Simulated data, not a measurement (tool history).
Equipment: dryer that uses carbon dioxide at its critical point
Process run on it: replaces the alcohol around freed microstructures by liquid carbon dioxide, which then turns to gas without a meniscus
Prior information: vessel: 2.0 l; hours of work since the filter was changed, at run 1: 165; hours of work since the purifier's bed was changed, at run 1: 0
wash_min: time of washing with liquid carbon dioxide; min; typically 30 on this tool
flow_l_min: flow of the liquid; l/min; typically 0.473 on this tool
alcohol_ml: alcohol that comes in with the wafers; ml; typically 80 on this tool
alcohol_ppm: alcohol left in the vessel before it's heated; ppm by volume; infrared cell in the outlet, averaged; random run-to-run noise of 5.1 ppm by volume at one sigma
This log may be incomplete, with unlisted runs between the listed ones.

| run | hour | wash_min | flow_l_min | alcohol_ml | hours of work since the filter was changed | hours of work since the purifier's bed was changed | alcohol_ppm |
|---|---|---|---|---|---|---|---|
| 1 | 0 | 30 | 0.473 | 80 | 165 | 0 | 106 |
| 2 | 29.2 | 30 | 0.473 | 80 | 184 | 19 | 122 |
| 3 | 72.3 | 30 | 0.473 | 80 | 212 | 47 | 132 |
|  | 102.2 | inlet filter changed |
| 4 | 106.1 | 30 | 0.473 | 80 | 3 | 69 | 60 |
| 5 | 130.4 | 30 | 0.473 | 80 | 19 | 85 | 74 |
| 6 | 150.1 | 30 | 0.473 | 80 | 31 | 98 | 75 |
| 7 | 183.1 | 38 | 0.473 | 80 | 53 | 119 | 36 |
| 8 | 229.3 | 30 | 0.473 | 34 | 83 | 149 | 52 |
| 9 | 272.4 | 30 | 0.473 | 34 | 111 | 178 | 68 |
| 10 | 299.5 | 30 | 0.473 | 22 | 129 | 195 | 50 |
| 11 | 336.4 | 39 | 0.473 | 80 | 153 | 220 | 48 |
| 12 | 377.3 | 39 | 0.473 | 80 | 180 | 246 | 65 |
| 13 | 412 | 30 | 0.473 | 80 | 203 | 269 | 156 |
| 14 | 445.9 | 30 | 0.473 | 80 | 225 | 291 | 156 |
|  | 456.4 | inlet filter changed |
| 15 | 477.6 | 30 | 0.473 | 80 | 14 | 311 | 112 |
| 16 | 519 | 30 | 0.665 | 80 | 41 | 338 | 63 |
| 17 | 539.7 | 30 | 0.473 | 80 | 55 | 352 | 131 |
| 18 | 579.6 | 30 | 0.49 | 80 | 81 | 378 | 123 |
| 19 | 611.8 | 30 | 0.473 | 80 | 102 | 399 | 139 |
| 20 | 659.4 | 30 | 0.473 | 80 | 133 | 430 | 144 |
| 21 | 703.1 | 30 | 0.473 | 80 | 161 | 459 | 173 |
| 22 | 731 | 30 | 0.473 | 80 | 180 | 477 | 171 |
| 23 | 756.7 | 30 | 0.372 | 80 | 197 | 494 | 464 |
| 24 | 794.8 | 30 | 0.372 | 80 | 222 | 519 | 486 |
|  | 812.3 | inlet filter changed |
| 25 | 831 | 34 | 0.372 | 80 | 12 | 542 | 217 |
| 26 | 859.7 | 45 | 0.473 | 80 | 31 | 561 | 103 |
| 27 | 883.4 | 43 | 0.473 | 118 | 47 | 576 | 111 |
| 28 | 905.9 | 43 | 0.473 | 118 | 61 | 591 | 122 |
| 29 | 934 | 39 | 0.473 | 80 | 80 | 610 | 110 |
| 30 | 980 | 39 | 0.473 | 80 | 110 | 640 | 127 |
| 31 | 1021 | 39 | 0.473 | 80 | 137 | 666 | 123 |
| 32 | 1041.1 | 35 | 0.593 | 51 | 150 | 680 | 119 |
| 33 | 1072.4 | 44 | 0.593 | 21 | 170 | 700 | 126 |
| 34 | 1105.3 | 44 | 0.593 | 21 | 192 | 722 | 135 |
| 35 | 1136.7 | 21 | 0.298 | 40 | 212 | 742 | 1671 |
| 36 | 1158.2 | 44 | 0.629 | 41 | 226 | 756 | 132 |
|  | 1165.4 | inlet filter changed |
| 37 | 1200.1 | 44 | 0.629 | 41 | 23 | 783 | 141 |
| 38 | 1221.2 | 19 | 0.338 | 80 | 37 | 797 | 2304 |
| 39 | 1256.1 | 42 | 0.296 | 113 | 59 | 820 | 374 |
|  | 1273.1 | purifier's bed changed |
| 40 | 1305.5 | 38 | 0.747 | 38 | 90 | 21 | 9 |
| 41 | 1332.7 | 28 | 0.473 | 114 | 108 | 39 | 170 |
| 42 | 1368.8 | 28 | 0.473 | 114 | 131 | 63 | 180 |
| 43 | 1403.8 | 28 | 0.473 | 114 | 154 | 86 | 203 |
| 44 | 1450.6 | 25 | 0.448 | 38 | 185 | 116 | 185 |
| 45 | 1471.8 | 25 | 0.448 | 38 | 199 | 130 | 202 |
| 46 | 1511.2 | 31 | 0.473 | 64 | 224 | 156 | 104 |
|  | 1523.6 | inlet filter changed |
| 47 | 1533.8 | 31 | 0.473 | 64 | 7 | 170 | 73 |

Branching from run 47: 3 alternative next runs. What would each branch give?
| A | 1558.9 | 30 | 0.619 | 80 | 23 | 186 | ? |
| B | 1558.9 | 30 | 0.473 | 22 | 23 | 186 | ? |
| C | 1558.9 | 18 | 0.574 | 107 | 23 | 186 | ? |

| run | alcohol_ppm |
|---|---|
| A | 52 |
| B | 53 |
| C | 467 |
Without the tool's unlogged condition, the same runs would have read:
| run | alcohol_ppm |
|---|---|
| A | 17 |
| B | 16 |
| C | 394 |
